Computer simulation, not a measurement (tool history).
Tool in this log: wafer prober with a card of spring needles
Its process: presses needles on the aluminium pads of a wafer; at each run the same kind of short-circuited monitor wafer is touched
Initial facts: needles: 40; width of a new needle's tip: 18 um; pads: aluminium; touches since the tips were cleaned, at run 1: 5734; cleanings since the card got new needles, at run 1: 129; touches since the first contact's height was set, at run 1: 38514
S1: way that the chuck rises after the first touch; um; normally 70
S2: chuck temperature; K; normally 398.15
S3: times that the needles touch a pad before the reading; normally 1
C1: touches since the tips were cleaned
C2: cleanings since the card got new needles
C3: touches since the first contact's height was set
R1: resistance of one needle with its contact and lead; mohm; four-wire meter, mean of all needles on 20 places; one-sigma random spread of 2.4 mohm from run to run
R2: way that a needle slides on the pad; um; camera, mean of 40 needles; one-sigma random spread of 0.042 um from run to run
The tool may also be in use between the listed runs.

run,hour,S1,S2,S3,C1,C2,C3,R1,R2
1,0.0,70,398.15,1,5734,129,38514,550,12.40
# hour 3.1: tips cleaned on abrasive film
# hour 18.0: tips cleaned on abrasive film
# hour 32.9: tips cleaned on abrasive film
# hour 47.8: tips cleaned on abrasive film
2,54.0,70,398.15,1,3128,133,65483,549,12.26
# hour 60.1: tips cleaned on abrasive film
# hour 75.0: tips cleaned on abrasive film
# hour 89.9: tips cleaned on abrasive film
3,95.2,70,398.15,2,2669,136,86030,423,12.31
# hour 104.2: tips cleaned on abrasive film
# hour 119.1: tips cleaned on abrasive film
# hour 134.0: tips cleaned on abrasive film
# hour 146.0: tips cleaned on abrasive film
4,151.3,70,398.15,2,2671,140,114032,433,12.18
# hour 160.3: tips cleaned on abrasive film
# hour 175.2: tips cleaned on abrasive film
# hour 190.1: tips cleaned on abrasive film
# hour 205.0: tips cleaned on abrasive film
# hour 217.0: tips cleaned on abrasive film
# hour 231.9: tips cleaned on abrasive film
5,236.1,70,398.15,2,2096,146,156358,415,12.02
# hour 245.1: tips cleaned on abrasive film
# hour 260.0: tips cleaned on abrasive film
# hour 274.9: tips cleaned on abrasive film
# hour 289.8: tips cleaned on abrasive film
# hour 304.7: tips cleaned on abrasive film
# hour 319.7: tips cleaned on abrasive film
6,328.5,70,398.15,2,4455,152,202534,480,11.88
# hour 334.5: tips cleaned on abrasive film
# hour 349.5: tips cleaned on abrasive film
# hour 361.4: tips cleaned on abrasive film
# hour 370.6: height of the first contact set anew
# hour 376.6: tips cleaned on abrasive film
# hour 388.6: tips cleaned on abrasive film
7,399.0,70,398.15,2,5213,157,14154,461,12.47
# hour 402.0: tips cleaned on abrasive film
# hour 414.0: tips cleaned on abrasive film
# hour 428.9: tips cleaned on abrasive film
# hour 440.8: tips cleaned on abrasive film
# hour 455.8: tips cleaned on abrasive film
# hour 470.7: tips cleaned on abrasive film
# hour 485.6: tips cleaned on abrasive film
8,490.9,70,303.15,2,2672,164,60036,432,12.30
# hour 499.9: tips cleaned on abrasive film
# hour 514.8: tips cleaned on abrasive film
# hour 526.8: tips cleaned on abrasive film
# hour 541.7: tips cleaned on abrasive film
# hour 553.6: tips cleaned on abrasive film
# hour 568.6: tips cleaned on abrasive film
# hour 583.2: tips cleaned on abrasive film
9,583.2,70,398.15,1,0,171,106070,312,12.17
# hour 598.1: tips cleaned on abrasive film
# hour 610.0: tips cleaned on abrasive film
# hour 624.9: tips cleaned on abrasive film
# hour 636.9: tips cleaned on abrasive film
# hour 651.8: tips cleaned on abrasive film
# hour 663.8: tips cleaned on abrasive film
10,667.7,70,398.15,1,1991,177,148292,551,11.99
# hour 676.7: tips cleaned on abrasive film
# hour 691.6: tips cleaned on abrasive film
# hour 703.6: tips cleaned on abrasive film
# hour 718.5: tips cleaned on abrasive film
# hour 733.4: tips cleaned on abrasive film
11,741.1,70,398.15,1,3846,182,184918,593,11.97
# hour 747.1: tips cleaned on abrasive film
# hour 762.0: tips cleaned on abrasive film
# hour 776.9: tips cleaned on abrasive film
# hour 788.9: tips cleaned on abrasive film
12,800.0,70,398.15,1,5571,186,214330,630,11.88
# hour 803.0: tips cleaned on abrasive film
# hour 818.0: tips cleaned on abrasive film
# hour 818.3: height of the first contact set anew
# hour 830.2: tips cleaned on abrasive film
# hour 842.5: tips cleaned on abrasive film
13,842.5,55,398.15,1,0,190,12085,322,9.85
# hour 854.5: tips cleaned on abrasive film
# hour 866.4: tips cleaned on abrasive film
# hour 881.3: tips cleaned on abrasive film
# hour 896.2: tips cleaned on abrasive film
# hour 911.2: tips cleaned on abrasive film
# hour 926.1: tips cleaned on abrasive film
14,932.8,70,303.15,3,3393,196,57202,385,12.32
# hour 938.9: tips cleaned on abrasive film
# hour 953.8: tips cleaned on abrasive film
# hour 968.7: tips cleaned on abrasive film
15,973.0,70,322.15,1,2189,199,77273,563,12.31
# hour 982.0: tips cleaned on abrasive film
# hour 997.0: tips cleaned on abrasive film
# hour 1011.9: tips cleaned on abrasive film
16,1015.5,72,398.15,2,1846,202,98490,413,12.56
# hour 1024.5: tips cleaned on abrasive film
# hour 1039.4: tips cleaned on abrasive film
# hour 1051.4: tips cleaned on abrasive film
# hour 1066.3: tips cleaned on abrasive film
# hour 1081.2: tips cleaned on abrasive film
# hour 1095.9: tips cleaned on abrasive film
17,1095.9,79,398.15,1,0,208,138615,307,13.67
# hour 1107.9: tips cleaned on abrasive film
# hour 1122.8: tips cleaned on abrasive film
# hour 1137.7: tips cleaned on abrasive film
18,1140.2,79,310.15,3,1253,211,160729,332,13.62
# hour 1152.2: tips cleaned on abrasive film
# hour 1164.1: tips cleaned on abrasive film
# hour 1179.0: tips cleaned on abrasive film
# hour 1191.0: tips cleaned on abrasive film
# hour 1205.9: tips cleaned on abrasive film
19,1217.6,70,302.15,1,5859,216,199369,689,12.04
# hour 1220.6: tips cleaned on abrasive film
# hour 1235.6: tips cleaned on abrasive film
# hour 1247.5: tips cleaned on abrasive film
# hour 1262.4: tips cleaned on abrasive film
# hour 1265.7: height of the first contact set anew
# hour 1274.7: tips cleaned on abrasive film
20,1285.4,70,302.15,1,5397,221,9867,658,12.44
# hour 1288.5: tips cleaned on abrasive film
# hour 1303.4: tips cleaned on abrasive film
# hour 1318.3: tips cleaned on abrasive film
# hour 1330.3: tips cleaned on abrasive film
21,1341.9,70,302.15,1,5857,225,38075,678,12.39
# hour 1345.0: tips cleaned on abrasive film
# hour 1356.9: tips cleaned on abrasive film
# hour 1371.9: tips cleaned on abrasive film
# hour 1386.8: tips cleaned on abrasive film
# hour 1401.7: tips cleaned on abrasive film
# hour 1413.6: tips cleaned on abrasive film
22,1417.4,82,338.15,1,1893,231,75729,496,14.48
# hour 1426.4: tips cleaned on abrasive film
# hour 1438.3: tips cleaned on abrasive film
# hour 1453.3: tips cleaned on abrasive film
# hour 1468.2: tips cleaned on abrasive film
23,1469.5,89,354.15,3,653,235,101712,302,15.59

Take each entry between the runs: how does the hidden state at the last listed run before it differ from the hidden state at the first listed run after it?
Runs 1 to 2: tips cleaned on abrasive film (hour 3.1); tips cleaned on abrasive film (hour 18.0); tips cleaned on abrasive film (hour 32.9); tips cleaned on abrasive film (hour 47.8)
  debris on the tips, nm: 160.3 -> 151; way that the needles fall short of the set height, um: 0.6 -> 1.08; tips' diameter, um: 23.15 -> 23.32
  the result without the hidden state subtracted from the measured one, R1: +274 -> +268 mohm; R2: -0.10 -> -0.19 um
Runs 2 to 3: tips cleaned on abrasive film (hour 60.1); tips cleaned on abrasive film (hour 75.0); tips cleaned on abrasive film (hour 89.9)
  debris on the tips, nm: 151 -> 128.1; way that the needles fall short of the set height, um: 1.08 -> 1.42; tips' diameter, um: 23.32 -> 23.43
  the result without the hidden state subtracted from the measured one, R1: +268 -> +142 mohm; R2: -0.19 -> -0.25 um
Runs 3 to 4: tips cleaned on abrasive film (hour 104.2); tips cleaned on abrasive film (hour 119.1); tips cleaned on abrasive film (hour 134.0); tips cleaned on abrasive film (hour 146.0)
  debris on the tips, nm: 128.1 -> 137.2; way that the needles fall short of the set height, um: 1.42 -> 1.9; tips' diameter, um: 23.43 -> 23.6
  the result without the hidden state subtracted from the measured one, R1: +142 -> +155 mohm; R2: -0.25 -> -0.34 um
Runs 4 to 5: tips cleaned on abrasive film (hour 160.3); tips cleaned on abrasive film (hour 175.2); tips cleaned on abrasive film (hour 190.1); tips cleaned on abrasive film (hour 205.0); tips cleaned on abrasive film (hour 217.0); tips cleaned on abrasive film (hour 231.9)
  debris on the tips, nm: 137.2 -> 118; way that the needles fall short of the set height, um: 1.9 -> 2.58; tips' diameter, um: 23.6 -> 23.84
  the result without the hidden state subtracted from the measured one, R1: +155 -> +139 mohm; R2: -0.34 -> -0.46 um
Runs 5 to 6: tips cleaned on abrasive film (hour 245.1); tips cleaned on abrasive film (hour 260.0); tips cleaned on abrasive film (hour 274.9); tips cleaned on abrasive film (hour 289.8); tips cleaned on abrasive film (hour 304.7); tips cleaned on abrasive film (hour 319.7)
  debris on the tips, nm: 118 -> 159.8; way that the needles fall short of the set height, um: 2.58 -> 3.28; tips' diameter, um: 23.84 -> 24.09
  the result without the hidden state subtracted from the measured one, R1: +139 -> +198 mohm; R2: -0.46 -> -0.58 um
Runs 6 to 7: tips cleaned on abrasive film (hour 334.5); tips cleaned on abrasive film (hour 349.5); tips cleaned on abrasive film (hour 361.4); height of the first contact set anew (hour 370.6); tips cleaned on abrasive film (hour 376.6); tips cleaned on abrasive film (hour 388.6)
  debris on the tips, nm: 159.8 -> 161.9; way that the needles fall short of the set height, um: 3.28 -> 0.2; tips' diameter, um: 24.09 -> 24.26
  the result without the hidden state subtracted from the measured one, R1: +198 -> +182 mohm; R2: -0.58 -> -0.03 um
Runs 7 to 8: tips cleaned on abrasive film (hour 402.0); tips cleaned on abrasive film (hour 414.0); tips cleaned on abrasive film (hour 428.9); tips cleaned on abrasive film (hour 440.8); tips cleaned on abrasive film (hour 455.8); tips cleaned on abrasive film (hour 470.7); tips cleaned on abrasive film (hour 485.6)
  debris on the tips, nm: 161.9 -> 133.6; way that the needles fall short of the set height, um: 0.2 -> 1.08; tips' diameter, um: 24.26 -> 24.57
  the result without the hidden state subtracted from the measured one, R1: +182 -> +182 mohm; R2: -0.03 -> -0.19 um
Runs 8 to 9: tips cleaned on abrasive film (hour 499.9); tips cleaned on abrasive film (hour 514.8); tips cleaned on abrasive film (hour 526.8); tips cleaned on abrasive film (hour 541.7); tips cleaned on abrasive film (hour 553.6); tips cleaned on abrasive film (hour 568.6); tips cleaned on abrasive film (hour 583.2)
  debris on the tips, nm: 133.6 -> 15; way that the needles fall short of the set height, um: 1.08 -> 1.83; tips' diameter, um: 24.57 -> 24.83
  the result without the hidden state subtracted from the measured one, R1: +182 -> +37 mohm; R2: -0.19 -> -0.33 um
Runs 9 to 10: tips cleaned on abrasive film (hour 598.1); tips cleaned on abrasive film (hour 610.0); tips cleaned on abrasive film (hour 624.9); tips cleaned on abrasive film (hour 636.9); tips cleaned on abrasive film (hour 651.8); tips cleaned on abrasive film (hour 663.8)
  debris on the tips, nm: 15 -> 132.2; way that the needles fall short of the set height, um: 1.83 -> 2.45; tips' diameter, um: 24.83 -> 25.05
  the result without the hidden state subtracted from the measured one, R1: +37 -> +275 mohm; R2: -0.33 -> -0.44 um
Runs 10 to 11: tips cleaned on abrasive film (hour 676.7); tips cleaned on abrasive film (hour 691.6); tips cleaned on abrasive film (hour 703.6); tips cleaned on abrasive film (hour 718.5); tips cleaned on abrasive film (hour 733.4)
  debris on the tips, nm: 132.2 -> 146.3; way that the needles fall short of the set height, um: 2.45 -> 2.98; tips' diameter, um: 25.05 -> 25.23
  the result without the hidden state subtracted from the measured one, R1: +275 -> +314 mohm; R2: -0.44 -> -0.53 um
Runs 11 to 12: tips cleaned on abrasive film (hour 747.1); tips cleaned on abrasive film (hour 762.0); tips cleaned on abrasive film (hour 776.9); tips cleaned on abrasive film (hour 788.9)
  debris on the tips, nm: 146.3 -> 158.7; way that the needles fall short of the set height, um: 2.98 -> 3.4; tips' diameter, um: 25.23 -> 25.38
  the result without the hidden state subtracted from the measured one, R1: +314 -> +351 mohm; R2: -0.53 -> -0.61 um
Runs 12 to 13: tips cleaned on abrasive film (hour 803.0); tips cleaned on abrasive film (hour 818.0); height of the first contact set anew (hour 818.3); tips cleaned on abrasive film (hour 830.2); tips cleaned on abrasive film (hour 842.5)
  debris on the tips, nm: 158.7 -> 10; way that the needles fall short of the set height, um: 3.4 -> 0.2; tips' diameter, um: 25.38 -> 25.52
  the result without the hidden state subtracted from the measured one, R1: +351 -> +42 mohm; R2: -0.61 -> -0.04 um
Runs 13 to 14: tips cleaned on abrasive film (hour 854.5); tips cleaned on abrasive film (hour 866.4); tips cleaned on abrasive film (hour 881.3); tips cleaned on abrasive film (hour 896.2); tips cleaned on abrasive film (hour 911.2); tips cleaned on abrasive film (hour 926.1)
  debris on the tips, nm: 10 -> 150.3; way that the needles fall short of the set height, um: 0.2 -> 0.83; tips' diameter, um: 25.52 -> 25.74
  the result without the hidden state subtracted from the measured one, R1: +42 -> +135 mohm; R2: -0.04 -> -0.15 um
Runs 14 to 15: tips cleaned on abrasive film (hour 938.9); tips cleaned on abrasive film (hour 953.8); tips cleaned on abrasive film (hour 968.7)
  debris on the tips, nm: 150.3 -> 129.9; way that the needles fall short of the set height, um: 0.83 -> 1.21; tips' diameter, um: 25.74 -> 25.87
  the result without the hidden state subtracted from the measured one, R1: +135 -> +310 mohm; R2: -0.15 -> -0.22 um
Runs 15 to 16: tips cleaned on abrasive film (hour 982.0); tips cleaned on abrasive film (hour 997.0); tips cleaned on abrasive film (hour 1011.9)
  debris on the tips, nm: 129.9 -> 109.8; way that the needles fall short of the set height, um: 1.21 -> 1.55; tips' diameter, um: 25.87 -> 25.99
  the result without the hidden state subtracted from the measured one, R1: +310 -> +140 mohm; R2: -0.22 -> -0.28 um
Runs 16 to 17: tips cleaned on abrasive film (hour 1024.5); tips cleaned on abrasive film (hour 1039.4); tips cleaned on abrasive film (hour 1051.4); tips cleaned on abrasive film (hour 1066.3); tips cleaned on abrasive film (hour 1081.2); tips cleaned on abrasive film (hour 1095.9)
  debris on the tips, nm: 109.8 -> 11.3; way that the needles fall short of the set height, um: 1.55 -> 2.24; tips' diameter, um: 25.99 -> 26.23
  the result without the hidden state subtracted from the measured one, R1: +140 -> +29 mohm; R2: -0.28 -> -0.40 um
Runs 17 to 18: tips cleaned on abrasive film (hour 1107.9); tips cleaned on abrasive film (hour 1122.8); tips cleaned on abrasive film (hour 1137.7)
  debris on the tips, nm: 11.3 -> 100.5; way that the needles fall short of the set height, um: 2.24 -> 2.56; tips' diameter, um: 26.23 -> 26.34
  the result without the hidden state subtracted from the measured one, R1: +29 -> +81 mohm; R2: -0.40 -> -0.46 um
Runs 18 to 19: tips cleaned on abrasive film (hour 1152.2); tips cleaned on abrasive film (hour 1164.1); tips cleaned on abrasive film (hour 1179.0); tips cleaned on abrasive film (hour 1191.0); tips cleaned on abrasive film (hour 1205.9)
  debris on the tips, nm: 100.5 -> 163.2; way that the needles fall short of the set height, um: 2.56 -> 3.17; tips' diameter, um: 26.34 -> 26.56
  the result without the hidden state subtracted from the measured one, R1: +81 -> +442 mohm; R2: -0.46 -> -0.57 um
Runs 19 to 20: tips cleaned on abrasive film (hour 1220.6); tips cleaned on abrasive film (hour 1235.6); tips cleaned on abrasive film (hour 1247.5); tips cleaned on abrasive film (hour 1262.4); height of the first contact set anew (hour 1265.7); tips cleaned on abrasive film (hour 1274.7)
  debris on the tips, nm: 163.2 -> 157.6; way that the needles fall short of the set height, um: 3.17 -> 0.13; tips' diameter, um: 26.56 -> 26.75
  the result without the hidden state subtracted from the measured one, R1: +442 -> +405 mohm; R2: -0.57 -> -0.03 um
Runs 20 to 21: tips cleaned on abrasive film (hour 1288.5); tips cleaned on abrasive film (hour 1303.4); tips cleaned on abrasive film (hour 1318.3); tips cleaned on abrasive film (hour 1330.3)
  debris on the tips, nm: 157.6 -> 161.9; way that the needles fall short of the set height, um: 0.13 -> 0.64; tips' diameter, um: 26.75 -> 26.93
  the result without the hidden state subtracted from the measured one, R1: +405 -> +426 mohm; R2: -0.03 -> -0.11 um
Runs 21 to 22: tips cleaned on abrasive film (hour 1345.0); tips cleaned on abrasive film (hour 1356.9); tips cleaned on abrasive film (hour 1371.9); tips cleaned on abrasive film (hour 1386.8); tips cleaned on abrasive film (hour 1401.7); tips cleaned on abrasive film (hour 1413.6)
  debris on the tips, nm: 161.9 -> 123.4; way that the needles fall short of the set height, um: 0.64 -> 1.3; tips' diameter, um: 26.93 -> 27.16
  the result without the hidden state subtracted from the measured one, R1: +426 -> +237 mohm; R2: -0.11 -> -0.23 um
Runs 22 to 23: tips cleaned on abrasive film (hour 1426.4); tips cleaned on abrasive film (hour 1438.3); tips cleaned on abrasive film (hour 1453.3); tips cleaned on abrasive film (hour 1468.2)
  debris on the tips, nm: 123.4 -> 58.4; way that the needles fall short of the set height, um: 1.3 -> 1.69; tips' diameter, um: 27.16 -> 27.3
  the result without the hidden state subtracted from the measured one, R1: +237 -> +41 mohm; R2: -0.23 -> -0.30 um
